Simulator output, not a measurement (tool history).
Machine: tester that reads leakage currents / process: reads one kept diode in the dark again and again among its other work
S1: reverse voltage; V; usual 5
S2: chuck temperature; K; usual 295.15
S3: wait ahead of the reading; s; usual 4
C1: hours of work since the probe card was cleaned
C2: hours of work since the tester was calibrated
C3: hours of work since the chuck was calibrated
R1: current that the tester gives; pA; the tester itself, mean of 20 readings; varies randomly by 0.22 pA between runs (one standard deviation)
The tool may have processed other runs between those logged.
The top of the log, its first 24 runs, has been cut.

| run | hour | S1 | S2 | S3 | C1 | C2 | C3 | R1 |
|---|---|---|---|---|---|---|---|---|
| 25 | 587.6 | 14.65 | 293.15 | 6.79 | 2391 | 470 | 1119 | 137.36 |
| 26 | 604.8 | 4.13 | 312.15 | 6.79 | 2400 | 479 | 1127 | 296.26 |
| 27 | 623.2 | 4.13 | 312.15 | 6.79 | 2410 | 488 | 1137 | 294.82 |
| 28 | 655.7 | 4.13 | 312.15 | 6.79 | 2426 | 505 | 1153 | 298.62 |
| 29 | 682.2 | 4.13 | 312.15 | 6.79 | 2440 | 518 | 1167 | 297.58 |
| 30 | 702.2 | 4.13 | 312.15 | 6.79 | 2450 | 529 | 1177 | 296.13 |
| 31 | 733.8 | 15.56 | 312.15 | 0.82 | 2466 | 545 | 1194 | 654.43 |
| 32 | 767 | 15.56 | 312.15 | 0.82 | 2483 | 562 | 1211 | 656.11 |
| 33 | 793.2 | 3.28 | 299.15 | 0.73 | 2497 | 575 | 1224 | 91.79 |
| 34 | 808.3 | 3.28 | 299.15 | 0.73 | 2505 | 583 | 1232 | 91.31 |
| 35 | 839.2 | 3.28 | 299.15 | 0.73 | 2520 | 599 | 1248 | 92.25 |
| 36 | 858.8 | 2.13 | 330.15 | 1.18 | 2530 | 609 | 1258 | 785.61 |
| 37 | 874.1 | 2.13 | 330.15 | 1.18 | 2538 | 617 | 1266 | 785.21 |

Consider 3 possible next runs. They are alternatives, not a sequence: every one starts from the tool as it was left by run 37. What does each give?
| A | 908.9 | 5 | 295.15 | 0.45 | 2556 | 635 | 1283 | ? |
| B | 908.9 | 9.88 | 303.15 | 1.18 | 2556 | 635 | 1283 | ? |
| C | 908.9 | 13.73 | 333.15 | 4 | 2556 | 635 | 1283 | ? |

| run | R1 |
|---|---|
| A | 86.69 |
| B | 246.48 |
| C | 2867 |
Take away the tool's hidden state, keep each run's random variation, and the runs would have read:
| run | R1 |
|---|---|
| A | 73.81 |
| B | 215.02 |
| C | 2647.52 |

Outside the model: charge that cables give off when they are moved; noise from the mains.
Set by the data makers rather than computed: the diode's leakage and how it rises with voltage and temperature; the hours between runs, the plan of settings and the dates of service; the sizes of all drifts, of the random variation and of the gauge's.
